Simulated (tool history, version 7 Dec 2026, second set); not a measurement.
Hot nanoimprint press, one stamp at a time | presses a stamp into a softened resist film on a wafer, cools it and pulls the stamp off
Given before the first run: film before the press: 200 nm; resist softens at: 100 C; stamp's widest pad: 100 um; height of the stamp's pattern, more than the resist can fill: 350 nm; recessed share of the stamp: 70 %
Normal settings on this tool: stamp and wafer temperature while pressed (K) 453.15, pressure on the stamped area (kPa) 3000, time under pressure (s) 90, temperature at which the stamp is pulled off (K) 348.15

| run | hour | stamp and wafer temperature while pressed (K) | pressure on the stamped area (kPa) | time under pressure (s) | temperature at which the stamp is pulled off (K) | resist left under the stamp's widest pad (nm) | greatest force while the stamp is pulled off (N) |
|---|---|---|---|---|---|---|---|
| 1 | 0 | 453.15 | 3000 | 90 | 348.15 | 87.7 | 247 |
| 2 | 10.9 | 453.15 | 3000 | 90 | 348.15 | 86.1 | 253 |
| 3 | 19.9 | 453.15 | 3000 | 90 | 348.15 | 88.2 | 247 |
| 4 | 25.6 | 453.15 | 3000 | 90 | 333.15 | 86.7 | 305 |
| 5 | 32.5 | 453.15 | 3000 | 90 | 333.15 | 87.3 | 316 |
| 6 | 43.4 | 453.15 | 3000 | 90 | 333.15 | 86.6 | 317 |
| 7 | 54.4 | 453.15 | 3000 | 90 | 333.15 | 87.3 | 312 |
|  | 61.9 | stamp cleaned and given a new release coat |
| 8 | 65.2 | 453.15 | 3000 | 90 | 348.15 | 86.9 | 232 |
| 9 | 70.7 | 453.15 | 3000 | 90 | 348.15 | 87.2 | 225 |
| 10 | 76.4 | 453.15 | 3000 | 90 | 348.15 | 86.7 | 234 |
| 11 | 87.7 | 453.15 | 3000 | 90 | 348.15 | 87.7 | 237 |
| 12 | 95.7 | 453.15 | 3000 | 90 | 348.15 | 86.4 | 240 |
| 13 | 106.9 | 453.15 | 3000 | 90 | 348.15 | 87.5 | 246 |
| 14 | 114.8 | 443.15 | 3000 | 90 | 348.15 | 117.1 | 244 |
| 15 | 122.4 | 443.15 | 3000 | 90 | 348.15 | 116.6 | 244 |
| 16 | 127.4 | 462.15 | 3000 | 113 | 335.15 | 60.4 | 276 |
| 17 | 134.4 | 449.15 | 3000 | 113 | 342.15 | 88.9 | 267 |
| 18 | 142.7 | 462.15 | 2260 | 90 | 348.15 | 76.2 | 244 |
| 19 | 148.9 | 462.15 | 2260 | 90 | 348.15 | 75.5 | 257 |
| 20 | 159.1 | 462.15 | 2260 | 166 | 348.15 | 57.5 | 255 |
| 21 | 164.2 | 462.15 | 2260 | 166 | 348.15 | 58.4 | 253 |
| 22 | 175.5 | 462.15 | 2260 | 166 | 333.15 | 59.4 | 315 |
| 23 | 183.6 | 462.15 | 2720 | 166 | 337.15 | 53.5 | 303 |
| 24 | 189.7 | 462.15 | 2720 | 166 | 337.15 | 52.8 | 304 |
|  | 200.7 | stamp cleaned and given a new release coat |
| 25 | 202.9 | 462.15 | 2720 | 166 | 350.15 | 52.5 | 225 |
| 26 | 213.7 | 455.15 | 1890 | 90 | 348.15 | 99.3 | 230 |
| 27 | 219 | 455.15 | 1890 | 57 | 345.15 | 115.3 | 246 |

Alternative continuations, all from the tool just after run 27; predict every row:
| A | 224 | 463.15 | 1890 | 121 | 345.15 | ? | ? |
| B | 224 | 449.15 | 1890 | 57 | 345.15 | ? | ? |
| C | 224 | 453.15 | 4050 | 177 | 348.15 | ? | ? |
| D | 224 | 453.15 | 4330 | 90 | 348.15 | ? | ? |

| run | resist left under the stamp's widest pad (nm) | greatest force while the stamp is pulled off (N) |
|---|---|---|
| A | 71.1 | 245 |
| B | 133.6 | 239 |
| C | 57 | 232 |
| D | 72.8 | 237 |
The same runs, with their run-to-run variation unchanged, on a tool lacking any hidden condition would have given:
| run | resist left under the stamp's widest pad (nm) | greatest force while the stamp is pulled off (N) |
|---|---|---|
| A | 75.7 | 246 |
| B | 140.1 | 240 |
| C | 61.3 | 234 |
| D | 77.9 | 238 |
